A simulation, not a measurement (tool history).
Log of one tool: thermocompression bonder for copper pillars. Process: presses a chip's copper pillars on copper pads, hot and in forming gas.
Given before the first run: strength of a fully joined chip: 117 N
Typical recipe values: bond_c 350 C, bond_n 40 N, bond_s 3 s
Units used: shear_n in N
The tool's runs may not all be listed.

run,hour,bond_c,bond_n,bond_s,shear_n
1,0.0,350,40,3,49.7
2,69.1,350,40,3,49.6
3,144.2,376,40,3,58.5
4,227.4,376,40,3,57.7
5,273.2,376,40,3,58.5
6,362.8,376,40,3,56.4
7,436.4,350,25,3,37.3
8,513.7,350,40,3,46.7
# hour 532.6: forming gas filter changed
9,556.0,350,40,3,51.4
10,606.2,350,40,3,51.0
11,686.2,350,40,3,50.7
12,733.7,350,40,3,49.4
13,811.6,350,40,3,50.1
14,881.3,350,40,3,49.0
15,972.0,350,40,5,58.7
16,1038.3,350,40,5,58.2
17,1112.5,350,40,5,57.3
18,1166.2,350,40,6,60.6
# hour 1205.1: forming gas filter changed
19,1246.5,350,40,6,64.7
# hour 1265.7: heater calibrated with a thermocouple chip
20,1336.1,350,40,6,64.9
21,1420.3,374,40,8,80.2
22,1511.9,379,40,8,82.0
23,1611.8,379,40,8,80.0
# hour 1638.7: heater calibrated with a thermocouple chip, once more
24,1695.0,379,40,8,75.0
25,1735.0,348,40,3,45.9
26,1817.7,348,40,3,44.3
27,1872.2,350,44,5,56.6
# hour 1884.5: forming gas filter changed
28,1947.0,368,37,2,45.3
29,1996.6,368,37,2,44.7
30,2042.3,368,37,2,45.0
31,2100.0,321,37,8,52.6
# hour 2156.3: force cell calibrated
32,2156.3,350,48,2,46.5
33,2253.1,350,48,3,54.0
34,2342.6,350,48,6,67.7
35,2431.0,370,58,8,85.5

What does the tool deliver on the next run?
36,2478.6,366,44,4,?

shear_n: 61.1 N
If the tool had no hidden condition, the same run with the same run-to-run variation would have returned shear_n 64.6 N.
